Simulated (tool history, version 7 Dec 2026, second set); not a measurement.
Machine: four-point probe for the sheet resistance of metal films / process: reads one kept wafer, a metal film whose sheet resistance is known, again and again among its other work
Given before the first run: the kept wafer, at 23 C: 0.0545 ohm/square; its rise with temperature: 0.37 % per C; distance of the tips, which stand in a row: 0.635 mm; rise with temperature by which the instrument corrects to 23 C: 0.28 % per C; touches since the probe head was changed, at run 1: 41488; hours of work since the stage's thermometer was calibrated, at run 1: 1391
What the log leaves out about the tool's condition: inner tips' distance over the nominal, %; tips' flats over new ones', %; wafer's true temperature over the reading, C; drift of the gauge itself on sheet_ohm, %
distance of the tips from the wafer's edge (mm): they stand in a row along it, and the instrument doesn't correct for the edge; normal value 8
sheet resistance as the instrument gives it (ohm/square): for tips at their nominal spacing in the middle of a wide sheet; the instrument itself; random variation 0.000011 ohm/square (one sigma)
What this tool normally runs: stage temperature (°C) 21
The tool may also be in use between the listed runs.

run,hour,stage temperature (°C),distance of the tips from the wafer's edge (mm),touches since the probe head was changed,hours of work since the stage's thermometer was calibrated,sheet resistance as the instrument gives it (ohm/square)
1,0,21,8,41488,1391,0.05457
2,37.7,21,47,42465,1413,0.054382
3,93.1,21,47,43903,1445,0.054396
4,162.8,21,47,45710,1485,0.054393
5,221.4,21,40,47228,1519,0.054401
6,277.5,21,40,48684,1551,0.054408
7,319.9,21,40,49784,1575,0.054391
8,374.4,21,40,51198,1606,0.054393
9,436.8,20,8,52815,1642,0.054542
10,484.7,20,8,54057,1670,0.054535
11,533,21,8,55311,1698,0.054563
12,611.7,21,8,57350,1743,0.054586
13,663,21,8,58681,1772,0.054575
# hour 723: stage's thermometer calibrated
14,724.3,21,8,60257,1,0.054574
15,790.4,21,8,61973,39,0.054556
16,868.5,28,8,63999,84,0.054919
17,930.5,28,8,65604,119,0.054919
18,970.5,32,8,66643,142,0.055115
19,1011.9,21,8,67718,166,0.054581
20,1082.9,21,12,69557,207,0.054484
21,1144.7,21,12,71160,242,0.054462
22,1181.4,21,8,72111,263,0.054561
23,1256,21,8,74046,306,0.054555
24,1300.4,18,9,75197,332,0.054395
25,1356,24,73,76640,364,0.054533
26,1425.7,24,73,78447,404,0.054555
27,1476.4,19,12,79761,433,0.054388
28,1516,23,23,80790,455,0.054519
29,1559.3,23,3,81913,480,0.055769
30,1612.1,21,23,83281,511,0.054423
31,1651.5,21,47,84302,533,0.054392
32,1697.1,24,6,85487,559,0.054862
33,1769.6,28,6,87365,601,0.055049
34,1821.5,21,26,88711,631,0.054418
35,1873.2,21,26,90053,661,0.054399
36,1925.3,22,7,91403,690,0.054659
37,1967.3,22,7,92491,715,0.054686
38,2005.3,32,4,93477,736,0.055664
39,2060.1,32,4,94900,768,0.055654
40,2118.3,32,4,96409,801,0.055657
41,2189.9,18,13,98266,842,0.054291
42,2262.1,28,3,100139,884,0.056027
43,2301.2,28,3,101152,906,0.056018
# hour 2307.1: new probe head fitted
44,2343,28,3,930,930,0.056012

3 ways to go on from here, each from the tool as it stands after run 44. What would each give?
A,2385.1,21,29,2023,954,?
B,2385.1,34,67,2023,954,?
C,2385.1,26,16,2023,954,?

run,sheet resistance as the instrument gives it (ohm/square)
A,0.054423
B,0.055007
C,0.054679
Without the tool's unlogged condition, the same runs would have read:
run,sheet resistance as the instrument gives it (ohm/square)
A,0.054428
B,0.055013
C,0.054684

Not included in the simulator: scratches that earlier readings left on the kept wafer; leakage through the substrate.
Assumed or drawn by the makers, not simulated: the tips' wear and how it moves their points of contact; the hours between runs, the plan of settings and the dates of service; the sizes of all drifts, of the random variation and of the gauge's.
